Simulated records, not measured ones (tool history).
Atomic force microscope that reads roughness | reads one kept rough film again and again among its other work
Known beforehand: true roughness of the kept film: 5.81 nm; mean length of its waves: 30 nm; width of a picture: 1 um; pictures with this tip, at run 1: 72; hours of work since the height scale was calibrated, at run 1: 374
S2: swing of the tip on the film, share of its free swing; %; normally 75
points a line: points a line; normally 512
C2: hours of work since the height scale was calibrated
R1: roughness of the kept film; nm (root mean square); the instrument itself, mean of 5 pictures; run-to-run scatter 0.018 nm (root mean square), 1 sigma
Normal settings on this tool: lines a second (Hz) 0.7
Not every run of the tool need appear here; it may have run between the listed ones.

run 1 day=0 | lines_a_second_(Hz)=0.7 S2=75 points_a_line=512 | pictures_with_this_tip=72 C2=374 | R1=3.236
-- day=1.875 new tip fitted
run 2 day=2.588 | lines_a_second_(Hz)=0.7 S2=75 points_a_line=944 | pictures_with_this_tip=36 C2=420 | R1=3.839
run 3 day=4.329 | lines_a_second_(Hz)=0.7 S2=75 points_a_line=944 | pictures_with_this_tip=122 C2=451 | R1=3.043
-- day=5.246 new tip fitted
run 4 day=6.554 | lines_a_second_(Hz)=0.7 S2=75 points_a_line=944 | pictures_with_this_tip=64 C2=491 | R1=3.48
-- day=8.7 new tip fitted
run 5 day=9.783 | lines_a_second_(Hz)=0.7 S2=56 points_a_line=944 | pictures_with_this_tip=54 C2=548 | R1=3.725
run 6 day=11.838 | lines_a_second_(Hz)=0.563 S2=75 points_a_line=512 | pictures_with_this_tip=155 C2=585 | R1=2.737
-- day=12.033 new tip fitted
run 7 day=15.1 | lines_a_second_(Hz)=0.563 S2=75 points_a_line=512 | pictures_with_this_tip=152 C2=644 | R1=2.736
-- day=15.433 new tip fitted
run 8 day=17.925 | lines_a_second_(Hz)=0.563 S2=75 points_a_line=512 | pictures_with_this_tip=123 C2=694 | R1=2.885
-- day=18.829 new tip fitted
run 9 day=21.312 | lines_a_second_(Hz)=0.7 S2=56 points_a_line=512 | pictures_with_this_tip=122 C2=754 | R1=2.991
-- day=22.267 new tip fitted
run 10 day=22.829 | lines_a_second_(Hz)=2.952 S2=56 points_a_line=512 | pictures_with_this_tip=27 C2=781 | R1=3.795
run 11 day=24.538 | lines_a_second_(Hz)=2.952 S2=56 points_a_line=857 | pictures_with_this_tip=112 C2=812 | R1=3
-- day=25.858 new tip fitted
run 12 day=27.446 | lines_a_second_(Hz)=2.952 S2=82 points_a_line=857 | pictures_with_this_tip=78 C2=864 | R1=2.6
-- day=29.296 new tip fitted
run 13 day=29.296 | lines_a_second_(Hz)=2.952 S2=82 points_a_line=857 | pictures_with_this_tip=0 C2=897 | R1=3.398
run 14 day=31.388 | lines_a_second_(Hz)=2.952 S2=82 points_a_line=857 | pictures_with_this_tip=103 C2=934 | R1=2.385
-- day=32.625 new tip fitted
run 15 day=33.058 | lines_a_second_(Hz)=0.7 S2=75 points_a_line=512 | pictures_with_this_tip=22 C2=964 | R1=3.908
-- day=35.958 new tip fitted
run 16 day=35.958 | lines_a_second_(Hz)=0.7 S2=75 points_a_line=512 | pictures_with_this_tip=0 C2=1015 | R1=4.286
run 17 day=38.083 | lines_a_second_(Hz)=0.7 S2=85 points_a_line=512 | pictures_with_this_tip=105 C2=1054 | R1=2.932
-- day=39.325 new tip fitted
run 18 day=41.075 | lines_a_second_(Hz)=0.7 S2=85 points_a_line=512 | pictures_with_this_tip=86 C2=1107 | R1=3.039
-- day=42.662 new tip fitted
run 19 day=42.662 | lines_a_second_(Hz)=2.207 S2=74 points_a_line=267 | pictures_with_this_tip=0 C2=1135 | R1=3.813
run 20 day=44.954 | lines_a_second_(Hz)=0.784 S2=59 points_a_line=288 | pictures_with_this_tip=113 C2=1176 | R1=3.091
-- day=46.142 new tip fitted
run 21 day=48.362 | lines_a_second_(Hz)=0.784 S2=59 points_a_line=288 | pictures_with_this_tip=109 C2=1237 | R1=3.118
-- day=49.508 new tip fitted
run 22 day=51.183 | lines_a_second_(Hz)=0.784 S2=59 points_a_line=288 | pictures_with_this_tip=83 C2=1287 | R1=3.358
-- day=52.896 new tip fitted
run 23 day=54.512 | lines_a_second_(Hz)=0.784 S2=59 points_a_line=847 | pictures_with_this_tip=80 C2=1347 | R1=3.254
run 24 day=55.921 | lines_a_second_(Hz)=0.784 S2=59 points_a_line=847 | pictures_with_this_tip=150 C2=1372 | R1=2.771
-- day=56.121 height scale calibrated on a step standard
-- day=56.3 new tip fitted
run 25 day=57.954 | lines_a_second_(Hz)=0.504 S2=87 points_a_line=361 | pictures_with_this_tip=82 C2=33 | R1=3.114
-- day=59.662 new tip fitted
run 26 day=60.446 | lines_a_second_(Hz)=0.839 S2=74 points_a_line=594 | pictures_with_this_tip=39 C2=77 | R1=3.714
run 27 day=62.054 | lines_a_second_(Hz)=0.839 S2=74 points_a_line=594 | pictures_with_this_tip=119 C2=106 | R1=2.944
-- day=63.062 new tip fitted
run 28 day=64.646 | lines_a_second_(Hz)=0.87 S2=80 points_a_line=491 | pictures_with_this_tip=79 C2=152 | R1=3.13
-- day=66.45 new tip fitted
run 29 day=66.804 | lines_a_second_(Hz)=0.87 S2=80 points_a_line=491 | pictures_with_this_tip=17 C2=190 | R1=3.702
run 30 day=68.388 | lines_a_second_(Hz)=0.87 S2=80 points_a_line=491 | pictures_with_this_tip=95 C2=219 | R1=3
-- day=69.883 new tip fitted
run 31 day=70.271 | lines_a_second_(Hz)=0.652 S2=88 points_a_line=501 | pictures_with_this_tip=19 C2=252 | R1=3.756
-- day=72.546 height scale calibrated on a step standard, once more
run 32 day=72.879 | lines_a_second_(Hz)=1.198 S2=66 points_a_line=285 | pictures_with_this_tip=146 C2=6 | R1=2.775
-- day=73.283 new tip fitted
run 33 day=74.617 | lines_a_second_(Hz)=0.851 S2=66 points_a_line=829 | pictures_with_this_tip=66 C2=37 | R1=3.439
run 34 day=76.362 | lines_a_second_(Hz)=1.547 S2=87 points_a_line=426 | pictures_with_this_tip=152 C2=68 | R1=2.298
-- day=76.879 new tip fitted
run 35 day=77.858 | lines_a_second_(Hz)=1.547 S2=58 points_a_line=426 | pictures_with_this_tip=48 C2=95 | R1=3.741
-- day=80.371 new tip fitted
run 36 day=81.075 | lines_a_second_(Hz)=1.547 S2=58 points_a_line=371 | pictures_with_this_tip=35 C2=152 | R1=3.926

Each row is a separate what-if for the run after 36, all from the same tool condition, not one after another. Results?
-- day=83.704 new tip fitted
run A day=84.058 | lines_a_second_(Hz)=0.542 S2=77 points_a_line=323 | pictures_with_this_tip=17 C2=205 | R1=?
-- day=83.704 new tip fitted
run B day=84.058 | lines_a_second_(Hz)=0.7 S2=75 points_a_line=683 | pictures_with_this_tip=17 C2=205 | R1=?
-- day=83.704 new tip fitted
run C day=84.058 | lines_a_second_(Hz)=0.576 S2=75 points_a_line=819 | pictures_with_this_tip=17 C2=205 | R1=?
-- day=83.704 new tip fitted
run D day=84.058 | lines_a_second_(Hz)=1.178 S2=81 points_a_line=691 | pictures_with_this_tip=17 C2=205 | R1=?
-- day=83.704 new tip fitted
run E day=84.058 | lines_a_second_(Hz)=3.202 S2=58 points_a_line=349 | pictures_with_this_tip=17 C2=205 | R1=?

run=A R1=4.093
run=B R1=4.074
run=C R1=4.139
run=D R1=3.836
run=E R1=3.963
Without the tool's hidden state the same runs would have given:
run=A R1=4.374
run=B R1=4.354
run=C R1=4.423
run=D R1=4.1
run=E R1=4.235

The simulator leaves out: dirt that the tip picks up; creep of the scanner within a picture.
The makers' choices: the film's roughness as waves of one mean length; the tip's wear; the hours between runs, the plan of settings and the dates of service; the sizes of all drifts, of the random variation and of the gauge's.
